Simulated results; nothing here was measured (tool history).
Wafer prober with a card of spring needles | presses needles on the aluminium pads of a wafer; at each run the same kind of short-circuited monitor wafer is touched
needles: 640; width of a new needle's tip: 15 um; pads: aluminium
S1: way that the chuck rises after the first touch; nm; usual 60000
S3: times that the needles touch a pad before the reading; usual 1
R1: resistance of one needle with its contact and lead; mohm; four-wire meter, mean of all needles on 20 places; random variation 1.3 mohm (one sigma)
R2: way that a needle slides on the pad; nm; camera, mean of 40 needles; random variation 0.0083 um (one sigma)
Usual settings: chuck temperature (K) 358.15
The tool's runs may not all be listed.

run 1 hour=0.0 | S1=60000 chuck_temperature_(K)=358.15 S3=1 | R1=116 R2=14946
run 2 hour=22.2 | S1=60000 chuck_temperature_(K)=358.15 S3=1 | R1=160 R2=14953
-- hour=23.7 tips cleaned on abrasive film
-- hour=46.5 tips cleaned on abrasive film
run 3 hour=47.2 | S1=60000 chuck_temperature_(K)=358.15 S3=1 | R1=120 R2=14906
run 4 hour=59.6 | S1=55000 chuck_temperature_(K)=358.15 S3=1 | R1=158 R2=13644
-- hour=69.2 tips cleaned on abrasive film
run 5 hour=75.7 | S1=78000 chuck_temperature_(K)=358.15 S3=1 | R1=132 R2=19363
-- hour=92.5 tips cleaned on abrasive film
run 6 hour=92.5 | S1=60000 chuck_temperature_(K)=358.15 S3=1 | R1=115 R2=14858
run 7 hour=104.8 | S1=60000 chuck_temperature_(K)=358.15 S3=1 | R1=146 R2=14842
-- hour=116.6 tips cleaned on abrasive film
run 8 hour=121.5 | S1=49000 chuck_temperature_(K)=358.15 S3=1 | R1=140 R2=12071
-- hour=136.4 height of the first contact set anew
-- hour=139.9 tips cleaned on abrasive film
run 9 hour=146.1 | S1=61000 chuck_temperature_(K)=358.15 S3=1 | R1=135 R2=15211
-- hour=163.0 tips cleaned on abrasive film
run 10 hour=163.1 | S1=60000 chuck_temperature_(K)=358.15 S3=1 | R1=118 R2=14950
-- hour=173.9 tips cleaned on abrasive film, once more
run 11 hour=179.7 | S1=57000 chuck_temperature_(K)=358.15 S3=1 | R1=137 R2=14170
run 12 hour=189.7 | S1=60000 chuck_temperature_(K)=358.15 S3=1 | R1=151 R2=14908
-- hour=197.6 tips cleaned on abrasive film
run 13 hour=210.2 | S1=60000 chuck_temperature_(K)=326.15 S3=1 | R1=149 R2=14898
-- hour=221.0 tips cleaned on abrasive film
run 14 hour=225.2 | S1=49000 chuck_temperature_(K)=358.15 S3=1 | R1=142 R2=12145
run 15 hour=240.9 | S1=49000 chuck_temperature_(K)=358.15 S3=1 | R1=180 R2=12138
-- hour=245.3 tips cleaned on abrasive film
run 16 hour=252.2 | S1=72000 chuck_temperature_(K)=358.15 S3=1 | R1=130 R2=17858
-- hour=268.2 tips cleaned on abrasive film
run 17 hour=277.1 | S1=80000 chuck_temperature_(K)=358.15 S3=1 | R1=130 R2=19837
-- hour=291.2 tips cleaned on abrasive film
run 18 hour=293.6 | S1=75000 chuck_temperature_(K)=313.15 S3=1 | R1=117 R2=18558
run 19 hour=309.8 | S1=75000 chuck_temperature_(K)=313.15 S3=1 | R1=140 R2=18579
-- hour=314.4 tips cleaned on abrasive film
run 20 hour=320.5 | S1=60000 chuck_temperature_(K)=344.15 S3=1 | R1=137 R2=14805
-- hour=324.7 height of the first contact set anew
-- hour=338.9 tips cleaned on abrasive film
run 21 hour=341.5 | S1=60000 chuck_temperature_(K)=344.15 S3=1 | R1=123 R2=14971
-- hour=362.4 tips cleaned on abrasive film
run 22 hour=362.4 | S1=60000 chuck_temperature_(K)=359.15 S3=2 | R1=112 R2=14944
run 23 hour=375.7 | S1=60000 chuck_temperature_(K)=359.15 S3=2 | R1=135 R2=14940
-- hour=385.8 tips cleaned on abrasive film
run 24 hour=395.8 | S1=60000 chuck_temperature_(K)=359.15 S3=2 | R1=131 R2=14926
run 25 hour=407.4 | S1=60000 chuck_temperature_(K)=359.15 S3=2 | R1=141 R2=14929
-- hour=409.4 tips cleaned on abrasive film
run 26 hour=422.3 | S1=73000 chuck_temperature_(K)=359.15 S3=2 | R1=130 R2=18145
-- hour=432.6 tips cleaned on abrasive film
run 27 hour=437.8 | S1=66000 chuck_temperature_(K)=319.15 S3=2 | R1=122 R2=16364
run 28 hour=448.1 | S1=66000 chuck_temperature_(K)=319.15 S3=2 | R1=129 R2=16374
-- hour=456.9 tips cleaned on abrasive film
run 29 hour=473.2 | S1=42000 chuck_temperature_(K)=367.15 S3=2 | R1=158 R2=10340
-- hour=480.1 tips cleaned on abrasive film
run 30 hour=484.2 | S1=52000 chuck_temperature_(K)=352.15 S3=1 | R1=140 R2=12830
run 31 hour=497.1 | S1=60000 chuck_temperature_(K)=317.15 S3=1 | R1=156 R2=14818
-- hour=503.9 tips cleaned on abrasive film
run 32 hour=507.8 | S1=60000 chuck_temperature_(K)=317.15 S3=1 | R1=129 R2=14785

Forecast each of these 5 alternatives for the next run:
-- hour=511.7 height of the first contact set anew
run A hour=526.0 | S1=60000 chuck_temperature_(K)=312.15 S3=1 | R1=? R2=?
-- hour=511.7 height of the first contact set anew
run B hour=526.0 | S1=66000 chuck_temperature_(K)=395.15 S3=2 | R1=? R2=?
-- hour=511.7 height of the first contact set anew
run C hour=526.0 | S1=47000 chuck_temperature_(K)=332.15 S3=1 | R1=? R2=?
-- hour=511.7 height of the first contact set anew
run D hour=526.0 | S1=60000 chuck_temperature_(K)=371.15 S3=1 | R1=? R2=?
-- hour=511.7 height of the first contact set anew
run E hour=526.0 | S1=66000 chuck_temperature_(K)=304.15 S3=1 | R1=? R2=?

run=A R1=161 R2=15006
run=B R1=138 R2=16480
run=C R1=186 R2=11756
run=D R1=164 R2=15014
run=E R1=155 R2=16500
Without the tool's hidden state the same runs would have given:
run=A R1=106 R2=15006
run=B R1=114 R2=16480
run=C R1=110 R2=11756
run=D R1=115 R2=15014
run=E R1=107 R2=16500

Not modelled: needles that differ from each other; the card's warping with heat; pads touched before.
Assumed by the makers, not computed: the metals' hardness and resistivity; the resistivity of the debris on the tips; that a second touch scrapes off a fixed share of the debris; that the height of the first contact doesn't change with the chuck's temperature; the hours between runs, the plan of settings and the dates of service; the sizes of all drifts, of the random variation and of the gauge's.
